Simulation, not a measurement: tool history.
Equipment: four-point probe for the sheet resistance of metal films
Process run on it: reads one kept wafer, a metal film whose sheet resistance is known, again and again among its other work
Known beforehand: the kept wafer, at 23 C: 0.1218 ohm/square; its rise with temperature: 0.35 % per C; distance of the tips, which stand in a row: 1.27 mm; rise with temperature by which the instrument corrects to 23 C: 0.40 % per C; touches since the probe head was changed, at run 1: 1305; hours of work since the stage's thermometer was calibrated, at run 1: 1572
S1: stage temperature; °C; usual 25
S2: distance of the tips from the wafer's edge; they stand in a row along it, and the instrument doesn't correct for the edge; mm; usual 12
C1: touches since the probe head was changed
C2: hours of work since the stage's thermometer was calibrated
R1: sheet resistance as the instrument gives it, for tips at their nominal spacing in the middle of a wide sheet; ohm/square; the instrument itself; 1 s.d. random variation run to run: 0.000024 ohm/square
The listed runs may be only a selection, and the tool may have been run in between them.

run     day  S1  S2     C1    C2        R1
  1   0.000  25  12   1305  1572  0.122213
  2   0.858  25  12   1901  1585  0.122230
  3   1.317  25  12   2222  1593  0.122262
  4   2.312  25  12   2915  1609  0.122203
  5   3.129  25  12   3482  1622  0.122282
  6   3.971  25  12   4069  1635  0.122267
  7   4.496  25  12   4432  1644  0.122264
  8   5.333  25  23   5015  1657  0.121752
  9   5.946  25  12   5440  1667  0.122256
 10   6.783  25  12   6024  1681  0.122274
 11   7.412  29  12   6462  1691  0.121987
 12   7.975  29  12   6854  1700  0.122047
 13   8.458  29  12   7189  1707  0.122041
 14   9.079  29  12   7621  1717  0.122010
 15   9.808  29  12   8128  1729  0.122024
 16  10.825  29  12   8837  1745  0.122050
 17  11.567  29  12   9352  1757  0.122038
 18  12.212  29  12   9803  1768  0.122051
 19  12.771  25   6  10191  1777  0.124422
 20  13.717  28   6  10848  1792  0.124253
 21  14.754  25  12  11572  1809  0.122287
 22  15.329  32   6  11971  1818  0.123992
 23  15.921  35  13  12384  1827  0.121638
 24  16.842  35  13  13024  1842  0.121598
 25  17.438  29  11  13439  1852  0.122219
 26  18.321  30   6  14053  1866  0.124139
 27  19.021  19  56  14539  1877  0.122011
 28  19.875  27  72  15134  1891  0.121499

Estimate the outcome of run 29 from the log above:
 29  20.771  30   6  15756  1905   ?

R1: 0.124146 ohm/square
Had the tool carried no hidden state, the very same run would have given R1 0.124209 ohm/square.

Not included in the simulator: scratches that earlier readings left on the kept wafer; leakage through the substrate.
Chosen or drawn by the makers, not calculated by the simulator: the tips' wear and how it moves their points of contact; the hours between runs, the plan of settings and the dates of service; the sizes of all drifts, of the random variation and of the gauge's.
